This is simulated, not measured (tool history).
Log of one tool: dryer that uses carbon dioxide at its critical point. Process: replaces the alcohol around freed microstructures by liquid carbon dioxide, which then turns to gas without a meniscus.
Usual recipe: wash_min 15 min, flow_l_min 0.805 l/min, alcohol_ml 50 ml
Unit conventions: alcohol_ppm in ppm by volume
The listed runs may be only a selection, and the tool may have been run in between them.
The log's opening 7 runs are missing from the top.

| run | hour | wash_min | flow_l_min | alcohol_ml | hours of work since the filter was changed | hours of work since the purifier's bed was changed | alcohol_ppm |
|---|---|---|---|---|---|---|---|
| 8 | 93.8 | 20 | 0.805 | 50 | 137 | 291 | 129 |
| 9 | 105.9 | 20 | 0.805 | 50 | 145 | 299 | 123 |
| 10 | 116.8 | 20 | 0.805 | 50 | 151 | 305 | 132 |
| 11 | 128.8 | 20 | 0.805 | 50 | 159 | 313 | 138 |
| 12 | 145.0 | 15 | 0.586 | 50 | 169 | 323 | 526 |
| 13 | 157.1 | 15 | 0.586 | 50 | 176 | 330 | 542 |
| 14 | 167.0 | 10 | 0.805 | 50 | 182 | 336 | 785 |
| 15 | 176.4 | 15 | 0.805 | 50 | 188 | 342 | 230 |
| 16 | 186.8 | 12 | 0.678 | 50 | 195 | 349 | 742 |
| 17 | 205.2 | 12 | 0.678 | 50 | 206 | 360 | 737 |
| 18 | 214.5 | 19 | 1.161 | 26 | 212 | 366 | 128 |
| 19 | 227.6 | 15 | 1.058 | 112 | 220 | 374 | 187 |
| 20 | 239.6 | 15 | 1.058 | 103 | 227 | 381 | 189 |
| 21 | 256.2 | 14 | 0.587 | 29 | 237 | 391 | 468 |

For run 22, what comes out?
| 22 | 268.9 | 15 | 0.698 | 107 | 245 | 399 | ? |

alcohol_ppm: 635 ppm by volume
The same run, on a tool lacking any hidden state, would have yielded alcohol_ppm 350 ppm by volume.
